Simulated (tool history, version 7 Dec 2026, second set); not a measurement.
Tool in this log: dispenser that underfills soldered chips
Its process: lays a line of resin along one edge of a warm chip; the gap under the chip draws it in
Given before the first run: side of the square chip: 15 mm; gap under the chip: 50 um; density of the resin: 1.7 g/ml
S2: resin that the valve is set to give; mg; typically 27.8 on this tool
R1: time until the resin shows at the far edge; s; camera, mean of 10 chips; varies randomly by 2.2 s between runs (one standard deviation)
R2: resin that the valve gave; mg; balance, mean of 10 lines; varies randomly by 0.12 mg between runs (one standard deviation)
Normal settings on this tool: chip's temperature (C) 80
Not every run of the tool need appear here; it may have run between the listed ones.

run 1 hour=0 | chip's_temperature_(C)=80 S2=27.8 | R1=320.7 R2=27.17
-- hour=2.9 new syringe of resin
run 2 hour=8.7 | chip's_temperature_(C)=73 S2=27.8 | R1=368.5 R2=27.2
-- hour=16.4 new syringe of resin
run 3 hour=17.6 | chip's_temperature_(C)=73 S2=27.8 | R1=311.8 R2=27.13
-- hour=29.7 new syringe of resin
run 4 hour=29.7 | chip's_temperature_(C)=73 S2=27.8 | R1=297.3 R2=26.91
-- hour=43 new syringe of resin
run 5 hour=43.6 | chip's_temperature_(C)=80 S2=31.7 | R1=211.8 R2=30.35
-- hour=56.8 new syringe of resin
run 6 hour=57 | chip's_temperature_(C)=80 S2=31.7 | R1=209 R2=30.58
run 7 hour=64.1 | chip's_temperature_(C)=80 S2=31.7 | R1=270.8 R2=30.39
-- hour=70.9 new syringe of resin
run 8 hour=73 | chip's_temperature_(C)=80 S2=31.7 | R1=220.5 R2=30.19
-- hour=84.6 new syringe of resin
run 9 hour=89.2 | chip's_temperature_(C)=80 S2=27.8 | R1=254 R2=26.41
-- hour=97.6 new syringe of resin
run 10 hour=103.9 | chip's_temperature_(C)=80 S2=27.8 | R1=276.1 R2=26.6
-- hour=111 new syringe of resin
run 11 hour=114.4 | chip's_temperature_(C)=80 S2=27.8 | R1=243 R2=26.49
-- hour=124.1 new syringe of resin
-- hour=126.8 dispensing valve cleaned and set on the balance
run 12 hour=129.5 | chip's_temperature_(C)=80 S2=27.8 | R1=247.5 R2=27.73
-- hour=138.8 new syringe of resin
run 13 hour=139.2 | chip's_temperature_(C)=80 S2=27.8 | R1=209.8 R2=27.59
-- hour=152.1 new syringe of resin
run 14 hour=155.5 | chip's_temperature_(C)=80 S2=27.8 | R1=239.4 R2=27.53
-- hour=165.8 new syringe of resin
run 15 hour=170.5 | chip's_temperature_(C)=80 S2=27.8 | R1=247.9 R2=27.46
-- hour=178.9 new syringe of resin
run 16 hour=182.7 | chip's_temperature_(C)=80 S2=27.8 | R1=243.9 R2=27.64
run 17 hour=189.7 | chip's_temperature_(C)=80 S2=34.5 | R1=308.7 R2=33.84
-- hour=192.5 new syringe of resin
run 18 hour=203.1 | chip's_temperature_(C)=90 S2=26.7 | R1=202.2 R2=26.22
-- hour=206 new syringe of resin
run 19 hour=215.3 | chip's_temperature_(C)=75 S2=31.1 | R1=363.2 R2=30.22
-- hour=219.1 new syringe of resin
run 20 hour=226.5 | chip's_temperature_(C)=72 S2=27.8 | R1=393.9 R2=27.15
-- hour=232.5 new syringe of resin
run 21 hour=239.1 | chip's_temperature_(C)=72 S2=27.8 | R1=376.7 R2=26.96
-- hour=246 new syringe of resin
run 22 hour=255.7 | chip's_temperature_(C)=79 S2=23.9 | R1=325.3 R2=23.16
-- hour=259.7 new syringe of resin
run 23 hour=263.3 | chip's_temperature_(C)=79 S2=23.9 | R1=254.5 R2=23.25
-- hour=273.3 new syringe of resin
run 24 hour=276 | chip's_temperature_(C)=79 S2=23.9 | R1=244.9 R2=23.02
-- hour=286.4 new syringe of resin
run 25 hour=287.8 | chip's_temperature_(C)=78 S2=35 | R1=230.2 R2=33.33
run 26 hour=298.8 | chip's_temperature_(C)=78 S2=35 | R1=358.7 R2=33.6
-- hour=300.2 new syringe of resin
run 27 hour=308.8 | chip's_temperature_(C)=79 S2=35.8 | R1=284.9 R2=34.2
-- hour=313.2 new syringe of resin
run 28 hour=318.8 | chip's_temperature_(C)=71 S2=35.9 | R1=356.2 R2=34.18
-- hour=326.9 new syringe of resin
run 29 hour=328.5 | chip's_temperature_(C)=71 S2=35.9 | R1=313.3 R2=34.03
-- hour=341 new syringe of resin
run 30 hour=341.5 | chip's_temperature_(C)=94 S2=34.6 | R1=110.7 R2=32.74
-- hour=344.4 dispensing valve cleaned and set on the balance
-- hour=355.2 new syringe of resin
run 31 hour=359.3 | chip's_temperature_(C)=94 S2=34.6 | R1=125 R2=34.26
-- hour=369.4 new syringe of resin
run 32 hour=372.2 | chip's_temperature_(C)=66 S2=25.3 | R1=413.5 R2=24.91
-- hour=382.5 new syringe of resin
run 33 hour=383.9 | chip's_temperature_(C)=81 S2=27.8 | R1=192.9 R2=27.49

Subtracting, for every run, the result it would have given without the tool's unlogged condition from the measured result gives the following. The same run-to-run variation enters both numbers; the gauge's scatter may not:
Hidden state present: resin's viscosity, % of fresh resin's; dose that the valve gives, % of what is set; true chip temperature over the reading, C; drift of the gauge itself on fill_s, %; drift of the gauge itself on given_mg, %.
run=1 R1=+101.2 R2=-0.63
run=2 R1=+63.8 R2=-0.69
run=3 R1=+4.4 R2=-0.75
run=4 R1=-10.2 R2=-0.83
run=5 R1=-4.1 R2=-1.06
run=6 R1=-10.4 R2=-1.19
run=7 R1=+55.6 R2=-1.22
run=8 R1=+3.8 R2=-1.29
run=9 R1=+31.3 R2=-1.26
run=10 R1=+50.4 R2=-1.38
run=11 R1=+19.9 R2=-1.44
run=12 R1=+25.2 R2=-0.02
run=13 R1=-14 R2=-0.09
run=14 R1=+12.8 R2=-0.22
run=15 R1=+23.9 R2=-0.32
run=16 R1=+18.8 R2=-0.41
run=17 R1=+92.3 R2=-0.57
run=18 R1=+57.6 R2=-0.53
run=19 R1=+89.8 R2=-0.7
run=20 R1=+72.5 R2=-0.73
run=21 R1=+57.8 R2=-0.81
run=22 R1=+82.3 R2=-0.81
run=23 R1=+10.6 R2=-0.85
run=24 R1=+2.2 R2=-0.93
run=25 R1=-8.2 R2=-1.46
run=26 R1=+118.3 R2=-1.6
run=27 R1=+57.3 R2=-1.74
run=28 R1=+34.5 R2=-1.84
run=29 R1=-12.7 R2=-1.92
run=30 R1=-8.2 R2=-1.96
run=31 R1=+4.1 R2=-0.21
run=32 R1=-11.4 R2=-0.23
run=33 R1=-17 R2=-0.35
